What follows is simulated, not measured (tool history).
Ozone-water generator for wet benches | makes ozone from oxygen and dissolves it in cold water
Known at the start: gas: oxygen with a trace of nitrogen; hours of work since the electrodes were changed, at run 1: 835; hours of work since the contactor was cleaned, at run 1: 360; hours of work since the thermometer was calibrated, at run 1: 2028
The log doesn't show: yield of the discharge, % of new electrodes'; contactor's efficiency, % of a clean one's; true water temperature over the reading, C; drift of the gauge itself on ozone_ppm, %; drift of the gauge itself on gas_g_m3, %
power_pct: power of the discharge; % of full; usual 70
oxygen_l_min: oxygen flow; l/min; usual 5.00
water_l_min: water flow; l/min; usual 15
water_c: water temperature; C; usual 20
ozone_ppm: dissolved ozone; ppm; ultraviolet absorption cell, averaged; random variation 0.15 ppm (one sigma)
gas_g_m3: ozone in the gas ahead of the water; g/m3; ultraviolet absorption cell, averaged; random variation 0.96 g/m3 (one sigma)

run     day  power_pct  oxygen_l_min  water_l_min  water_c  hours of work since the electrodes were changed  hours of work since the contactor was cleaned  hours of work since the thermometer was calibrated  ozone_ppm  gas_g_m3
  1   0.000         70          5.00           15       20                                              835                                            360                                                2028       18.1     160.3
  2   1.433         70          5.00           15       20                                              861                                            385                                                2054       17.7     160.0
  3   2.308         70          5.00           15       20                                              877                                            401                                                2070       17.9     157.8
  4   2.925         70          5.00           15       20                                              888                                            412                                                2081       17.9     158.9
  5   4.317         70          5.00           15       20                                              913                                            437                                                2106       17.9     159.5
  6   4.929         70          3.65           15       20                                              924                                            448                                                2117       17.2     182.4
  7   6.250         70          3.65           15       20                                              947                                            471                                                2140       17.2     182.2
  8   7.729         70          5.00           15       28                                              974                                            498                                                2167       15.5     158.3
  9   8.762         70          5.00           15       22                                              992                                            516                                                2185       16.9     157.8
 10   9.442         70          5.00           15       20                                             1004                                            529                                                2197       17.6     157.6
 11  10.467         70          5.00           15       20                                             1023                                            547                                                2216       18.0     158.1
 12  11.229         70          5.00           15       20                                             1036                                            561                                                2229       17.9     156.7
 13  12.717         70          5.00           15       20                                             1063                                            587                                                2256       17.8     157.8
 14  13.571         70          5.00           15       20                                             1078                                            603                                                2271       17.8     159.0
 15  14.542         78          3.16           13       20                                             1096                                            620                                                2289       20.0     206.7
 16  16.012         78          8.48           13       12                                             1122                                            646                                                2315       23.6     133.3
 17  16.971         78          8.48           13       12                                             1139                                            663                                                2332       24.0     135.1
 18  17.608         70          3.18            9       16                                             1151                                            675                                                2344       25.6     190.1
 19  18.825         45          4.57           16       16                                             1172                                            697                                                2365       13.9     126.2
 20  19.871         48          3.28           18       24                                             1191                                            715                                                2384       11.3     150.8
 21  21.350         70          5.00           15       21                                             1218                                            742                                                2411       17.3     158.3
 22  22.129         53          6.21           13       19                                             1232                                            756                                                2425       16.8     122.2
 23  23.354         51          6.21           17       18                                             1254                                            778                                                2447       14.0     119.7
 24  24.533         53          5.62           19       13                                             1275                                            799                                                2468       14.3     126.9
 25  25.708         70          5.00           10       19                                             1296                                            820                                                2489       22.7     157.1

The same runs without the tool's hidden state, with the same run-to-run variation:
run  ozone_ppm  gas_g_m3
  1       18.8     164.3
  2       18.5     164.1
  3       18.7     161.9
  4       18.6     163.0
  5       18.7     163.8
  6       17.9     187.3
  7       17.9     187.2
  8       16.2     162.8
  9       17.7     162.4
 10       18.4     162.2
 11       18.8     162.7
 12       18.8     161.4
 13       18.7     162.6
 14       18.7     163.8
 15       21.0     213.5
 16       24.9     137.8
 17       25.3     139.7
 18       26.9     196.3
 19       14.5     129.2
 20       11.9     154.7
 21       18.2     163.7
 22       17.6     125.7
 23       14.7     123.1
 24       15.1     130.6
 25       24.0     162.8
